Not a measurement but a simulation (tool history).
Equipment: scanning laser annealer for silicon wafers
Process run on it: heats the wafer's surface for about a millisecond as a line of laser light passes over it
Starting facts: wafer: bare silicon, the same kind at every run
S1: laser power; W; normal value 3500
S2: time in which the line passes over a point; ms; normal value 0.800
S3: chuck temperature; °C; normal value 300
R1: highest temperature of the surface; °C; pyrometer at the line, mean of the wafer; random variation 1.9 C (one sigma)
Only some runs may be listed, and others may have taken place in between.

{"run": 1, "hour": 0.0, "S1": 3500, "S2": 0.8, "S3": 300, "R1": 1111}
{"run": 2, "hour": 12.0, "S1": 3500, "S2": 0.8, "S3": 300, "R1": 1114}
{"run": 3, "hour": 21.5, "S1": 3500, "S2": 0.8, "S3": 300, "R1": 1113}
{"run": 4, "hour": 33.6, "S1": 3500, "S2": 0.8, "S3": 300, "R1": 1114}
{"run": 5, "hour": 39.1, "S1": 3500, "S2": 0.715, "S3": 300, "R1": 1069}
{"run": 6, "hour": 44.4, "S1": 3500, "S2": 0.715, "S3": 300, "R1": 1067}
{"run": 7, "hour": 50.4, "S1": 3500, "S2": 0.715, "S3": 300, "R1": 1067}
{"run": 8, "hour": 59.0, "S1": 3649, "S2": 0.981, "S3": 286, "R1": 1237}
{"run": 9, "hour": 70.2, "S1": 3261, "S2": 0.8, "S3": 318, "R1": 1056}
{"run": 10, "hour": 80.2, "S1": 3261, "S2": 0.8, "S3": 318, "R1": 1058}
{"run": 11, "hour": 85.4, "S1": 3261, "S2": 0.8, "S3": 318, "R1": 1060}
{"run": 12, "hour": 96.0, "S1": 3025, "S2": 0.656, "S3": 261, "R1": 867}
{"run": 13, "hour": 101.3, "S1": 3391, "S2": 0.701, "S3": 338, "R1": 1067}
{"run": 14, "hour": 110.2, "S1": 3391, "S2": 0.701, "S3": 338, "R1": 1066}

Branching from run 14: 5 alternative next runs. What would each branch give?
{"run": "A", "hour": 121.0, "S1": 3331, "S2": 0.701, "S3": 332, "R1": "?"}
{"run": "B", "hour": 121.0, "S1": 3374, "S2": 0.595, "S3": 300, "R1": "?"}
{"run": "C", "hour": 121.0, "S1": 3757, "S2": 0.626, "S3": 273, "R1": "?"}
{"run": "D", "hour": 121.0, "S1": 3203, "S2": 0.661, "S3": 315, "R1": "?"}
{"run": "E", "hour": 121.0, "S1": 3616, "S2": 0.603, "S3": 338, "R1": "?"}

run=A R1=1043
run=B R1=969
run=C R1=1062
run=D R1=968
run=E R1=1074
The same runs, with their run-to-run variation unchanged, on a tool lacking any hidden condition would have given:
run=A R1=1044
run=B R1=970
run=C R1=1064
run=D R1=969
run=E R1=1076

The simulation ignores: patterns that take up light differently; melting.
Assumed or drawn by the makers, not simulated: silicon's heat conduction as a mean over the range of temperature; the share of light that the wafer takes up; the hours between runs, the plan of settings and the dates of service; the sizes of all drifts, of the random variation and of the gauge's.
